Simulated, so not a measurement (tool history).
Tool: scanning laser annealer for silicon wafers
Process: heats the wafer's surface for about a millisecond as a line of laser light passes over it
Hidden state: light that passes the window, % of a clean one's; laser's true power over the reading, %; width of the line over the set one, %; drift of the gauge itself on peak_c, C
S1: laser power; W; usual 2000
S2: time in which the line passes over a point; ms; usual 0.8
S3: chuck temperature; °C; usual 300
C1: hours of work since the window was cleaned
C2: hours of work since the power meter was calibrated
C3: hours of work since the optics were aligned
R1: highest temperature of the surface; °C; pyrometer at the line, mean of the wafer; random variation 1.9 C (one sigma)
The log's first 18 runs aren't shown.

run	day	S1	S2	S3	C1	C2	C3	R1
19	6.9	2000	0.8	300	276	145	718	1053
# day 7.012: window over the wafer cleaned
20	7.367	1957	0.642	335	6	151	724	972
21	7.925	2087	0.8	300	15	160	733	1075
22	8.446	1820	0.933	296	23	168	742	1027
# day 8.888: window over the wafer cleaned, once more
23	8.892	1814	0.817	333	0	174	748	1042
24	9.338	2100	0.882	295	7	182	755	1161
25	9.667	1862	0.725	301	13	187	761	980
26	9.988	1862	0.725	301	18	192	766	978
27	10.346	1873	0.8	300	24	198	772	1022
28	10.579	1873	0.972	314	28	202	776	1120
29	10.904	1873	0.972	314	33	207	781	1127
# day 11.192: optics aligned, line set to its width
30	11.633	2045	0.8	298	41	216	7	1102
31	12.183	1918	0.964	283	50	225	16	1120
32	12.717	1770	0.8	303	59	234	25	988
33	12.988	1770	0.8	303	64	238	29	993
34	13.229	1770	0.8	303	68	242	33	992
35	13.683	2000	0.735	305	75	249	41	1050
36	14.15	2026	0.738	300	83	257	48	1056
37	14.458	1965	0.993	281	88	262	53	1148

Forecast each of these 4 alternatives for the next run:
A	14.858	1965	0.993	310	94	269	60	?
B	14.858	1965	0.604	281	94	269	60	?
C	14.858	1925	0.921	313	94	269	60	?
D	14.858	1965	0.993	323	94	269	60	?

run	R1
A	1176
B	931
C	1124
D	1189
Without the tool's hidden state the same runs would have given:
run	R1
A	1188
B	940
C	1136
D	1202
